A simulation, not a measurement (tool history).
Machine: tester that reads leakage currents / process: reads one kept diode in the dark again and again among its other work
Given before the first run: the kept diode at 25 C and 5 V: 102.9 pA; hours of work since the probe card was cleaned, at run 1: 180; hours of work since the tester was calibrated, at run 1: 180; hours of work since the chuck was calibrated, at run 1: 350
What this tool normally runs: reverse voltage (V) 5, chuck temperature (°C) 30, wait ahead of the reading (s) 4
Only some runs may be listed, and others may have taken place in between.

run,day,reverse voltage (V),chuck temperature (°C),wait ahead of the reading (s),hours of work since the probe card was cleaned,hours of work since the tester was calibrated,hours of work since the chuck was calibrated,current that the tester gives (pA)
1,0,5,30,4,180,180,350,156.35
2,2.925,5,30,4,235,235,405,156.43
3,6.279,13.31,30,4,299,299,469,242.48
4,12.271,13.31,30,4,413,413,582,245.01
5,15.408,13.31,30,1.87,472,472,642,247.74
6,20.008,13.31,30,1.87,559,559,729,252.26
7,24.788,13.31,30,1.87,650,650,820,252.84
# day 25.179: chuck's temperature calibrated
8,28.467,5,30,0.67,718,718,62,170.26
9,34.192,5,30,0.67,827,827,171,173.34
10,38.2,5,30,0.69,903,903,247,174.44
11,44.846,5,30,0.69,1029,1029,373,176.77
12,47.625,5,30,0.69,1081,1081,426,177.76
# day 51.471: chuck's temperature calibrated, once more
13,51.971,1.1,30,4.94,1162,1162,10,80.18
14,57.104,1.46,26,4.94,1260,1260,107,67.73
15,62.721,5,27,1.05,1366,1366,213,128.61
16,66.358,16.35,46,0.69,1435,1435,282,829.33
17,71.954,1.82,36,0.74,1541,1541,388,159.8

For some of the steps in current that the tester gives (pA) from one run to the next: how much would appear even if the tool had no hidden state, given the settings, what came in and random variation, and how much remains for the hidden state plus any gauge scatter that the measured result and the result without hidden state don't share?
The tool's hidden condition here consists of: stray current of the dirty probe card, pA a volt; current scale over the true one, %; true chuck temperature over the reading, C; drift of the gauge itself on leakage_pa, %.
Run 15 -> 16: reverse voltage (V) 5 -> 16.35, chuck temperature (°C) 27 -> 46, wait ahead of the reading (s) 1.05 -> 0.69. current that the tester gives (pA) +700.72: hidden state +27.17, all else +673.55.
Run 16 -> 17: reverse voltage (V) 16.35 -> 1.82, chuck temperature (°C) 46 -> 36, wait ahead of the reading (s) 0.69 -> 0.74. current that the tester gives (pA) -669.53: hidden state -27.28, all else -642.25.

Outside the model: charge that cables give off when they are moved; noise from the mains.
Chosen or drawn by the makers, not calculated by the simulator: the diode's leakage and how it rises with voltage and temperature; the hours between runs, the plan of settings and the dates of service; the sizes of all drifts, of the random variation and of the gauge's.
